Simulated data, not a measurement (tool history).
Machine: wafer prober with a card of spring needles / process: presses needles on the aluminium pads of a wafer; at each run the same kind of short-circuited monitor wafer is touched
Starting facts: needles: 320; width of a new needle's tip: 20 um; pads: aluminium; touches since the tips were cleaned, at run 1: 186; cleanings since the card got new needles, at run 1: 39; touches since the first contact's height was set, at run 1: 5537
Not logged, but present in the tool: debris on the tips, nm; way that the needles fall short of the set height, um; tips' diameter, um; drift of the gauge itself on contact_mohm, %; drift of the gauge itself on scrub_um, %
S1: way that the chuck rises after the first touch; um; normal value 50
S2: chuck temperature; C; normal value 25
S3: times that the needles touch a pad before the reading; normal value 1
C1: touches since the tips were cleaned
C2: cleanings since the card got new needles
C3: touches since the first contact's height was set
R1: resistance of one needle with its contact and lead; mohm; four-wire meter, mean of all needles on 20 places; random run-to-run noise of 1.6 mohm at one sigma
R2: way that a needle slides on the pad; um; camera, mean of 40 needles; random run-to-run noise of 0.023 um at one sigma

Run 1, day 0.000: usual settings; C1 186; C2 39; C3 5537. Result: R1 152 mohm, R2 12.97 um.
At day 0.129: tips cleaned on abrasive film.
At day 0.292: tips cleaned on abrasive film.
At day 0.454: tips cleaned on abrasive film.
At day 0.583: tips cleaned on abrasive film.
At day 0.746: tips cleaned on abrasive film.
At day 0.908: tips cleaned on abrasive film.
At day 1.071: tips cleaned on abrasive film.
At day 1.233: tips cleaned on abrasive film.
At day 1.362: tips cleaned on abrasive film.
At day 1.525: tips cleaned on abrasive film.
At day 1.658: tips cleaned on abrasive film.
At day 1.821: tips cleaned on abrasive film.
At day 1.979: tips cleaned on abrasive film.
At day 2.142: tips cleaned on abrasive film.
At day 2.304: tips cleaned on abrasive film.
At day 2.467: tips cleaned on abrasive film.
At day 2.600: tips cleaned on abrasive film.
At day 2.758: tips cleaned on abrasive film.
At day 2.921: tips cleaned on abrasive film.
At day 3.054: tips cleaned on abrasive film.
At day 3.212: tips cleaned on abrasive film.
Run 2, day 3.212: usual settings; C1 0; C2 60; C3 64316. Result: R1 155 mohm, R2 13.00 um.
At day 3.371: tips cleaned on abrasive film.
At day 3.533: tips cleaned on abrasive film.
At day 3.696: tips cleaned on abrasive film.
At day 3.858: tips cleaned on abrasive film.
At day 4.021: tips cleaned on abrasive film.
At day 4.183: tips cleaned on abrasive film.
At day 4.346: tips cleaned on abrasive film.
At day 4.475: tips cleaned on abrasive film.
At day 4.608: tips cleaned on abrasive film.
At day 4.767: tips cleaned on abrasive film.
At day 4.929: tips cleaned on abrasive film.
At day 5.092: tips cleaned on abrasive film.
At day 5.225: tips cleaned on abrasive film.
At day 5.388: tips cleaned on abrasive film.
At day 5.429: height of the first contact set anew.
At day 5.529: tips cleaned on abrasive film.
At day 5.692: tips cleaned on abrasive film.
At day 5.854: tips cleaned on abrasive film.
At day 6.017: tips cleaned on abrasive film.
At day 6.175: tips cleaned on abrasive film.
At day 6.338: tips cleaned on abrasive film.
Run 3, day 6.342: usual settings; C1 30; C2 80; C3 16678. Result: R1 154 mohm, R2 12.98 um.
At day 6.471: tips cleaned on abrasive film.
At day 6.600: tips cleaned on abrasive film.
At day 6.762: tips cleaned on abrasive film.
At day 6.925: tips cleaned on abrasive film.
At day 7.088: tips cleaned on abrasive film.
At day 7.250: tips cleaned on abrasive film.
At day 7.412: tips cleaned on abrasive film.
At day 7.575: tips cleaned on abrasive film.
At day 7.738: tips cleaned on abrasive film.
At day 7.900: tips cleaned on abrasive film.
At day 8.029: tips cleaned on abrasive film.
At day 8.192: tips cleaned on abrasive film.
At day 8.354: tips cleaned on abrasive film.
At day 8.517: tips cleaned on abrasive film.
Run 4, day 8.521: usual settings; C1 69; C2 94; C3 56581. Result: R1 151 mohm, R2 12.98 um.
At day 8.650: tips cleaned on abrasive film.
At day 8.812: tips cleaned on abrasive film.
At day 8.975: tips cleaned on abrasive film.
At day 9.138: tips cleaned on abrasive film.
At day 9.300: tips cleaned on abrasive film.
At day 9.458: tips cleaned on abrasive film.
At day 9.621: tips cleaned on abrasive film.
At day 9.783: tips cleaned on abrasive film.
At day 9.917: tips cleaned on abrasive film.
At day 10.079: tips cleaned on abrasive film.
At day 10.208: tips cleaned on abrasive film.
At day 10.371: tips cleaned on abrasive film.
At day 10.500: tips cleaned on abrasive film.
At day 10.662: tips cleaned on abrasive film.
Run 5, day 10.767: usual settings; C1 1925; C2 108; C3 97745. Result: R1 154 mohm, R2 13.01 um.
At day 10.800: tips cleaned on abrasive film.
At day 10.962: tips cleaned on abrasive film.
At day 11.125: tips cleaned on abrasive film.
At day 11.171: height of the first contact set anew.
At day 11.300: tips cleaned on abrasive film.
At day 11.429: tips cleaned on abrasive film.
At day 11.592: tips cleaned on abrasive film.
At day 11.721: tips cleaned on abrasive film.
At day 11.883: tips cleaned on abrasive film.
At day 12.046: tips cleaned on abrasive film.
At day 12.208: tips cleaned on abrasive film.
At day 12.371: tips cleaned on abrasive film.
At day 12.533: tips cleaned on abrasive film.
At day 12.696: tips cleaned on abrasive film.
At day 12.825: tips cleaned on abrasive film.
At day 12.988: tips cleaned on abrasive film.
At day 13.150: tips cleaned on abrasive film.
At day 13.312: tips cleaned on abrasive film.
At day 13.475: tips cleaned on abrasive film.
At day 13.604: tips cleaned on abrasive film.
At day 13.767: tips cleaned on abrasive film.
Run 6, day 13.888: usual settings but S2 120 C; C1 2290; C2 128; C3 49854. Result: R1 173 mohm, R2 12.98 um.
At day 13.925: tips cleaned on abrasive film.
At day 14.088: tips cleaned on abrasive film.
At day 14.250: tips cleaned on abrasive film.
At day 14.379: tips cleaned on abrasive film.
At day 14.542: tips cleaned on abrasive film.
At day 14.671: tips cleaned on abrasive film.
At day 14.833: tips cleaned on abrasive film.
At day 14.996: tips cleaned on abrasive film.
At day 15.158: tips cleaned on abrasive film.
At day 15.321: tips cleaned on abrasive film.
At day 15.483: tips cleaned on abrasive film.
At day 15.646: tips cleaned on abrasive film.
At day 15.808: tips cleaned on abrasive film.
At day 15.967: tips cleaned on abrasive film.
At day 16.100: tips cleaned on abrasive film.
At day 16.262: tips cleaned on abrasive film.
At day 16.425: tips cleaned on abrasive film.
Run 7, day 16.517: usual settings but S2 120 C; C1 1778; C2 145; C3 98007. Result: R1 171 mohm, R2 13.00 um.
At day 16.583: tips cleaned on abrasive film.
At day 16.746: tips cleaned on abrasive film.
At day 16.888: height of the first contact set anew.
At day 16.921: tips cleaned on abrasive film.
At day 17.083: tips cleaned on abrasive film.
At day 17.246: tips cleaned on abrasive film.
At day 17.375: tips cleaned on abrasive film.
At day 17.538: tips cleaned on abrasive film.
At day 17.700: tips cleaned on abrasive film.
At day 17.862: tips cleaned on abrasive film.
At day 18.000: tips cleaned on abrasive film.
Run 8, day 18.000: usual settings but S2 88 C, S3 2; C1 0; C2 155; C3 20353. Result: R1 169 mohm, R2 12.97 um.
At day 18.162: tips cleaned on abrasive film.
At day 18.325: tips cleaned on abrasive film.
At day 18.488: tips cleaned on abrasive film.
At day 18.650: tips cleaned on abrasive film.
At day 18.812: tips cleaned on abrasive film.
At day 18.942: tips cleaned on abrasive film.
At day 19.104: tips cleaned on abrasive film.
At day 19.267: tips cleaned on abrasive film.
At day 19.429: tips cleaned on abrasive film.
Run 9, day 19.525: usual settings but S1 63 um, S2 63 C; C1 1792; C2 164; C3 48304. Result: R1 158 mohm, R2 16.35 um.
At day 19.562: tips cleaned on abrasive film.
At day 19.725: tips cleaned on abrasive film.
At day 19.888: tips cleaned on abrasive film.
At day 20.050: tips cleaned on abrasive film.
At day 20.212: tips cleaned on abrasive film.
At day 20.342: tips cleaned on abrasive film.
At day 20.504: tips cleaned on abrasive film.
At day 20.633: tips cleaned on abrasive film.
At day 20.796: tips cleaned on abrasive film.
At day 20.958: tips cleaned on abrasive film.
At day 21.121: tips cleaned on abrasive film.
At day 21.621: card fitted with new needles.
At day 21.783: tips cleaned on abrasive film.
At day 21.946: tips cleaned on abrasive film.
At day 22.108: tips cleaned on abrasive film.
Run 10, day 22.167: usual settings but S1 63 um, S2 63 C; C1 1121; C2 3; C3 10040. Result: R1 157 mohm, R2 16.35 um.
At day 22.267: tips cleaned on abrasive film.
At day 22.429: tips cleaned on abrasive film.
At day 22.588: tips cleaned on abrasive film.
At day 22.750: tips cleaned on abrasive film.
At day 22.912: tips cleaned on abrasive film.
At day 23.075: tips cleaned on abrasive film.
At day 23.238: tips cleaned on abrasive film.
At day 23.400: tips cleaned on abrasive film.
At day 23.562: tips cleaned on abrasive film.
At day 23.692: tips cleaned on abrasive film.
At day 23.854: tips cleaned on abrasive film.
At day 24.017: tips cleaned on abrasive film.
At day 24.179: tips cleaned on abrasive film.
At day 24.342: tips cleaned on abrasive film.
At day 24.504: tips cleaned on abrasive film.
At day 24.667: tips cleaned on abrasive film.
At day 24.796: tips cleaned on abrasive film.
At day 24.958: tips cleaned on abrasive film.
Run 11, day 25.050: usual settings but S1 39 um, S2 30 C; C1 1745; C2 21; C3 62916. Result: R1 160 mohm, R2 10.10 um.
At day 25.117: tips cleaned on abrasive film.
At day 25.279: tips cleaned on abrasive film.
At day 25.442: tips cleaned on abrasive film.
At day 25.604: tips cleaned on abrasive film.
At day 25.767: tips cleaned on abrasive film.
At day 25.896: tips cleaned on abrasive film.
At day 26.058: tips cleaned on abrasive film.
At day 26.221: tips cleaned on abrasive film.
At day 26.383: tips cleaned on abrasive film.
At day 26.546: tips cleaned on abrasive film.
At day 26.675: tips cleaned on abrasive film.
At day 26.838: tips cleaned on abrasive film.
Run 12, day 26.962: usual settings but S1 39 um, S2 30 C; C1 2332; C2 33; C3 97948. Result: R1 163 mohm, R2 10.16 um.
At day 26.996: tips cleaned on abrasive film.
At day 27.158: tips cleaned on abrasive film.
At day 27.321: tips cleaned on abrasive film.
At day 27.333: height of the first contact set anew.
At day 27.496: tips cleaned on abrasive film.
At day 27.658: tips cleaned on abrasive film.
At day 27.821: tips cleaned on abrasive film.
At day 27.983: tips cleaned on abrasive film.
At day 28.146: tips cleaned on abrasive film.
At day 28.308: tips cleaned on abrasive film.
At day 28.471: tips cleaned on abrasive film.
Run 13, day 28.475: usual settings but S1 46 um, S2 55 C; C1 140; C2 43; C3 20949. Result: R1 162 mohm, R2 11.93 um.

Across each entry between runs, compare the hidden state at the last listed run before it with the hidden state at the first listed run after it:
Run 1 -> run 2: tips cleaned on abrasive film (day 0.129); tips cleaned on abrasive film (day 0.292); tips cleaned on abrasive film (day 0.454); tips cleaned on abrasive film (day 0.583); tips cleaned on abrasive film (day 0.746); tips cleaned on abrasive film (day 0.908); tips cleaned on abrasive film (day 1.071); tips cleaned on abrasive film (day 1.233); tips cleaned on abrasive film (day 1.362); tips cleaned on abrasive film (day 1.525); tips cleaned on abrasive film (day 1.658); tips cleaned on abrasive film (day 1.821); tips cleaned on abrasive film (day 1.979); tips cleaned on abrasive film (day 2.142); tips cleaned on abrasive film (day 2.304); tips cleaned on abrasive film (day 2.467); tips cleaned on abrasive film (day 2.600); tips cleaned on abrasive film (day 2.758); tips cleaned on abrasive film (day 2.921); tips cleaned on abrasive film (day 3.054); tips cleaned on abrasive film (day 3.212)
  the hidden state is the same at both runs
Run 2 -> run 3: tips cleaned on abrasive film (day 3.371); tips cleaned on abrasive film (day 3.533); tips cleaned on abrasive film (day 3.696); tips cleaned on abrasive film (day 3.858); tips cleaned on abrasive film (day 4.021); tips cleaned on abrasive film (day 4.183); tips cleaned on abrasive film (day 4.346); tips cleaned on abrasive film (day 4.475); tips cleaned on abrasive film (day 4.608); tips cleaned on abrasive film (day 4.767); tips cleaned on abrasive film (day 4.929); tips cleaned on abrasive film (day 5.092); tips cleaned on abrasive film (day 5.225); tips cleaned on abrasive film (day 5.388); height of the first contact set anew (day 5.429); tips cleaned on abrasive film (day 5.529); tips cleaned on abrasive film (day 5.692); tips cleaned on abrasive film (day 5.854); tips cleaned on abrasive film (day 6.017); tips cleaned on abrasive film (day 6.175); tips cleaned on abrasive film (day 6.338)
  the hidden state is the same at both runs
Run 3 -> run 4: tips cleaned on abrasive film (day 6.471); tips cleaned on abrasive film (day 6.600); tips cleaned on abrasive film (day 6.762); tips cleaned on abrasive film (day 6.925); tips cleaned on abrasive film (day 7.088); tips cleaned on abrasive film (day 7.250); tips cleaned on abrasive film (day 7.412); tips cleaned on abrasive film (day 7.575); tips cleaned on abrasive film (day 7.738); tips cleaned on abrasive film (day 7.900); tips cleaned on abrasive film (day 8.029); tips cleaned on abrasive film (day 8.192); tips cleaned on abrasive film (day 8.354); tips cleaned on abrasive film (day 8.517)
  the hidden state is the same at both runs
Run 4 -> run 5: tips cleaned on abrasive film (day 8.650); tips cleaned on abrasive film (day 8.812); tips cleaned on abrasive film (day 8.975); tips cleaned on abrasive film (day 9.138); tips cleaned on abrasive film (day 9.300); tips cleaned on abrasive film (day 9.458); tips cleaned on abrasive film (day 9.621); tips cleaned on abrasive film (day 9.783); tips cleaned on abrasive film (day 9.917); tips cleaned on abrasive film (day 10.079); tips cleaned on abrasive film (day 10.208); tips cleaned on abrasive film (day 10.371); tips cleaned on abrasive film (day 10.500); tips cleaned on abrasive film (day 10.662)
  debris on the tips, nm: 0 -> 0.2; tips' diameter, um: 20 -> 20.01
Run 5 -> run 6: tips cleaned on abrasive film (day 10.800); tips cleaned on abrasive film (day 10.962); tips cleaned on abrasive film (day 11.125); height of the first contact set anew (day 11.171); tips cleaned on abrasive film (day 11.300); tips cleaned on abrasive film (day 11.429); tips cleaned on abrasive film (day 11.592); tips cleaned on abrasive film (day 11.721); tips cleaned on abrasive film (day 11.883); tips cleaned on abrasive film (day 12.046); tips cleaned on abrasive film (day 12.208); tips cleaned on abrasive film (day 12.371); tips cleaned on abrasive film (day 12.533); tips cleaned on abrasive film (day 12.696); tips cleaned on abrasive film (day 12.825); tips cleaned on abrasive film (day 12.988); tips cleaned on abrasive film (day 13.150); tips cleaned on abrasive film (day 13.312); tips cleaned on abrasive film (day 13.475); tips cleaned on abrasive film (day 13.604); tips cleaned on abrasive film (day 13.767)
  the hidden state is the same at both runs
Run 6 -> run 7: tips cleaned on abrasive film (day 13.925); tips cleaned on abrasive film (day 14.088); tips cleaned on abrasive film (day 14.250); tips cleaned on abrasive film (day 14.379); tips cleaned on abrasive film (day 14.542); tips cleaned on abrasive film (day 14.671); tips cleaned on abrasive film (day 14.833); tips cleaned on abrasive film (day 14.996); tips cleaned on abrasive film (day 15.158); tips cleaned on abrasive film (day 15.321); tips cleaned on abrasive film (day 15.483); tips cleaned on abrasive film (day 15.646); tips cleaned on abrasive film (day 15.808); tips cleaned on abrasive film (day 15.967); tips cleaned on abrasive film (day 16.100); tips cleaned on abrasive film (day 16.262); tips cleaned on abrasive film (day 16.425)
  the hidden state is the same at both runs
Run 7 -> run 8: tips cleaned on abrasive film (day 16.583); tips cleaned on abrasive film (day 16.746); height of the first contact set anew (day 16.888); tips cleaned on abrasive film (day 16.921); tips cleaned on abrasive film (day 17.083); tips cleaned on abrasive film (day 17.246); tips cleaned on abrasive film (day 17.375); tips cleaned on abrasive film (day 17.538); tips cleaned on abrasive film (day 17.700); tips cleaned on abrasive film (day 17.862); tips cleaned on abrasive film (day 18.000)
  debris on the tips, nm: 0.2 -> 0
Run 8 -> run 9: tips cleaned on abrasive film (day 18.162); tips cleaned on abrasive film (day 18.325); tips cleaned on abrasive film (day 18.488); tips cleaned on abrasive film (day 18.650); tips cleaned on abrasive film (day 18.812); tips cleaned on abrasive film (day 18.942); tips cleaned on abrasive film (day 19.104); tips cleaned on abrasive film (day 19.267); tips cleaned on abrasive film (day 19.429)
  debris on the tips, nm: 0 -> 0.2
Run 9 -> run 10: tips cleaned on abrasive film (day 19.562); tips cleaned on abrasive film (day 19.725); tips cleaned on abrasive film (day 19.888); tips cleaned on abrasive film (day 20.050); tips cleaned on abrasive film (day 20.212); tips cleaned on abrasive film (day 20.342); tips cleaned on abrasive film (day 20.504); tips cleaned on abrasive film (day 20.633); tips cleaned on abrasive film (day 20.796); tips cleaned on abrasive film (day 20.958); tips cleaned on abrasive film (day 21.121); card fitted with new needles (day 21.621); tips cleaned on abrasive film (day 21.783); tips cleaned on abrasive film (day 21.946); tips cleaned on abrasive film (day 22.108)
  debris on the tips, nm: 0.2 -> 0.1; tips' diameter, um: 20.01 -> 20
Run 10 -> run 11: tips cleaned on abrasive film (day 22.267); tips cleaned on abrasive film (day 22.429); tips cleaned on abrasive film (day 22.588); tips cleaned on abrasive film (day 22.750); tips cleaned on abrasive film (day 22.912); tips cleaned on abrasive film (day 23.075); tips cleaned on abrasive film (day 23.238); tips cleaned on abrasive film (day 23.400); tips cleaned on abrasive film (day 23.562); tips cleaned on abrasive film (day 23.692); tips cleaned on abrasive film (day 23.854); tips cleaned on abrasive film (day 24.017); tips cleaned on abrasive film (day 24.179); tips cleaned on abrasive film (day 24.342); tips cleaned on abrasive film (day 24.504); tips cleaned on abrasive film (day 24.667); tips cleaned on abrasive film (day 24.796); tips cleaned on abrasive film (day 24.958)
  debris on the tips, nm: 0.1 -> 0.2
Run 11 -> run 12: tips cleaned on abrasive film (day 25.117); tips cleaned on abrasive film (day 25.279); tips cleaned on abrasive film (day 25.442); tips cleaned on abrasive film (day 25.604); tips cleaned on abrasive film (day 25.767); tips cleaned on abrasive film (day 25.896); tips cleaned on abrasive film (day 26.058); tips cleaned on abrasive film (day 26.221); tips cleaned on abrasive film (day 26.383); tips cleaned on abrasive film (day 26.546); tips cleaned on abrasive film (day 26.675); tips cleaned on abrasive film (day 26.838)
  the hidden state is the same at both runs
Run 12 -> run 13: tips cleaned on abrasive film (day 26.996); tips cleaned on abrasive film (day 27.158); tips cleaned on abrasive film (day 27.321); height of the first contact set anew (day 27.333); tips cleaned on abrasive film (day 27.496); tips cleaned on abrasive film (day 27.658); tips cleaned on abrasive film (day 27.821); tips cleaned on abrasive film (day 27.983); tips cleaned on abrasive film (day 28.146); tips cleaned on abrasive film (day 28.308); tips cleaned on abrasive film (day 28.471)
  debris on the tips, nm: 0.2 -> 0

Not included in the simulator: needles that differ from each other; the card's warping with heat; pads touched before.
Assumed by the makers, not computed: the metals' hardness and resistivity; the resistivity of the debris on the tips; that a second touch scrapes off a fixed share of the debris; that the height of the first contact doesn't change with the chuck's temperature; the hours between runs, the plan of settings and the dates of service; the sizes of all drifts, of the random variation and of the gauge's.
